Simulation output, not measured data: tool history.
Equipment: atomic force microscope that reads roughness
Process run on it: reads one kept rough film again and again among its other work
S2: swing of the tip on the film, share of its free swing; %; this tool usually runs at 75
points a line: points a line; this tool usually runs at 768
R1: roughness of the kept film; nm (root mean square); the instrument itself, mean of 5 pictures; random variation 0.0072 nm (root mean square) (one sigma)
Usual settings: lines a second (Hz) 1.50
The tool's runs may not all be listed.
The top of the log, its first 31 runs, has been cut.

Run 32, day 10.946: usual settings but S2 72 %, points a line 943. Result: R1 1.472 nm (root mean square).
At day 11.229: height scale calibrated on a step standard, once more.
Run 33, day 11.262: usual settings but lines a second (Hz) 1.19, S2 65 %, points a line 282. Result: R1 1.507 nm (root mean square).
Run 34, day 11.654: usual settings but lines a second (Hz) 1.69, S2 64 %, points a line 282. Result: R1 1.488 nm (root mean square).
Run 35, day 12.050: usual settings but lines a second (Hz) 2.43, S2 72 %, points a line 326. Result: R1 1.386 nm (root mean square).
Run 36, day 12.471: usual settings but lines a second (Hz) 3.01, S2 59 %, points a line 348. Result: R1 1.468 nm (root mean square).
Run 37, day 12.738: usual settings but lines a second (Hz) 3.16, S2 74 %, points a line 339. Result: R1 1.311 nm (root mean square).
Run 38, day 13.088: usual settings but lines a second (Hz) 3.11, S2 88 %, points a line 644. Result: R1 1.138 nm (root mean square).
Run 39, day 13.454: usual settings but S2 58 %, points a line 709. Result: R1 1.513 nm (root mean square).
Run 40, day 13.946: usual settings but S2 58 %, points a line 709. Result: R1 1.496 nm (root mean square).

Alternative continuations, all from the tool just after run 40; predict every row:
Run A, day 14.267: usual settings but S2 56 %, points a line 939. Result: R1 ?.
Run B, day 14.267: usual settings but S2 58 %, points a line 376. Result: R1 ?.
Run C, day 14.267: usual settings but lines a second (Hz) 2.25. Result: R1 ?.

run     R1
  A  1.507
  B  1.480
  C  1.356
Without the tool's hidden state the same runs would have given:
run     R1
  A  1.589
  B  1.561
  C  1.430
